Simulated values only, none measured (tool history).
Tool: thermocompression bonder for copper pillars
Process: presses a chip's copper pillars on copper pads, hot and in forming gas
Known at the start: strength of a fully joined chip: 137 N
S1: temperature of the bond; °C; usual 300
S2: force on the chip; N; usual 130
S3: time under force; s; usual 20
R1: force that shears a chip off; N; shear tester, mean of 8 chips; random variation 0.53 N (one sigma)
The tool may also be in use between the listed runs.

run,day,S1,S2,S3,R1
1,0,300,130,20,75.9
2,0.892,300,121,20,70.6
3,1.788,300,121,20,71.3
4,2.346,300,121,20,71
# day 2.933: forming gas filter changed
5,3.158,300,121,20,75.1
6,4.054,277,130,20,62
7,4.529,300,121,20,74.8
8,5.125,301,145,41,102.4
9,5.621,318,130,22,93.6
10,6.562,295,130,20,74.5
11,7.496,314,106,22,79
12,8.342,314,106,22,79.4

Forecast each of these 4 alternatives for the next run:
A,9.096,314,84,46,?
B,9.096,306,104,20,?
C,9.096,314,138,14,?
D,9.096,300,105,20,?

run,R1
A,85.5
B,70.6
C,81.4
D,66.5
Without the tool's hidden state the same runs would have given:
run,R1
A,86.8
B,71.6
C,82.7
D,67.4

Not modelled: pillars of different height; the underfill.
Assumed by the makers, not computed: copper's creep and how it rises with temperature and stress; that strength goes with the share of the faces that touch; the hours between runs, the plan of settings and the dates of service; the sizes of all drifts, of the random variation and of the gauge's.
